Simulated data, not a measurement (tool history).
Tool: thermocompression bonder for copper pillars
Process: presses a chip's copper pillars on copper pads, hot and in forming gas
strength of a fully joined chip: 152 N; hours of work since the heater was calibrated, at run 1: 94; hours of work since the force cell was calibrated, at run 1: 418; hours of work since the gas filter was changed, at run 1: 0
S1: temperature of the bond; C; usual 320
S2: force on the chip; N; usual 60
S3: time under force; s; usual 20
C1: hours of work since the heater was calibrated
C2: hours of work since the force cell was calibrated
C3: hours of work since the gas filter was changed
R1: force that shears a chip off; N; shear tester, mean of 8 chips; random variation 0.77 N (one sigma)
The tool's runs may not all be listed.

run	day	S1	S2	S3	C1	C2	C3	R1
1	0.000	320	60	20	94	418	0	60.8
2	1.638	338	60	20	122	446	28	72.8
3	3.021	338	60	20	145	469	51	72.4
4	3.796	320	60	20	158	482	64	60.6
5	5.308	320	60	20	184	508	89	59.7
6	6.308	320	60	39	201	524	106	75.4
7	7.221	320	69	39	216	540	122	81.8
8	8.938	320	69	36	245	569	150	78.7
9	10.250	320	69	36	267	591	173	77.4
10	11.038	320	69	36	280	604	186	77.7
11	11.771	320	69	36	293	616	198	76.2
# day 12.862: forming gas filter changed
12	13.246	348	60	20	317	641	6	82.8
13	14.471	307	60	20	338	661	27	53.0
14	15.438	307	60	20	354	678	43	52.2
15	16.908	307	60	20	379	702	68	53.2
16	18.050	320	60	20	398	722	87	62.1
17	19.192	302	60	20	417	741	107	49.6
18	20.642	302	60	20	441	765	131	48.6
19	21.546	320	60	11	457	781	146	45.8
20	23.129	320	45	20	483	807	173	48.2
21	24.058	320	45	20	499	823	188	46.5
22	25.204	312	74	38	518	842	208	75.0
# day 25.721: forming gas filter changed
23	26.138	312	59	10	534	857	7	44.0
24	27.367	312	59	10	554	878	28	44.0
25	28.200	307	66	20	568	892	42	59.4
26	28.992	307	66	20	582	906	55	57.0
27	30.508	307	66	20	607	931	81	57.7
28	31.908	344	85	23	631	955	104	97.6
29	32.650	344	85	23	643	967	117	98.5
30	34.429	320	42	17	673	997	147	43.4
31	36.162	320	42	17	702	1026	176	43.3
32	37.800	320	70	20	730	1054	203	66.5
# day 38.662: forming gas filter changed
33	39.475	317	60	48	758	1082	14	85.7
34	40.908	329	47	47	782	1106	38	80.9
35	42.596	322	64	36	810	1134	66	82.7
36	44.275	341	64	15	839	1162	94	71.9
37	46.058	346	38	26	869	1192	125	65.1
38	47.271	346	38	26	889	1213	145	64.3
# day 47.858: force cell calibrated
39	48.533	335	38	44	909	11	165	67.8
40	49.804	314	74	32	931	33	187	74.5

3 ways to go on from here, each from the tool as it stands after run 40. What would each give?
A	50.817	320	76	20	948	50	204	?
B	50.817	318	89	20	948	50	204	?
C	50.817	348	36	20	948	50	204	?

run	R1
A	68.9
B	74.6
C	53.2
Without the tool's hidden state the same runs would have given:
run	R1
A	71.8
B	77.9
C	55.3
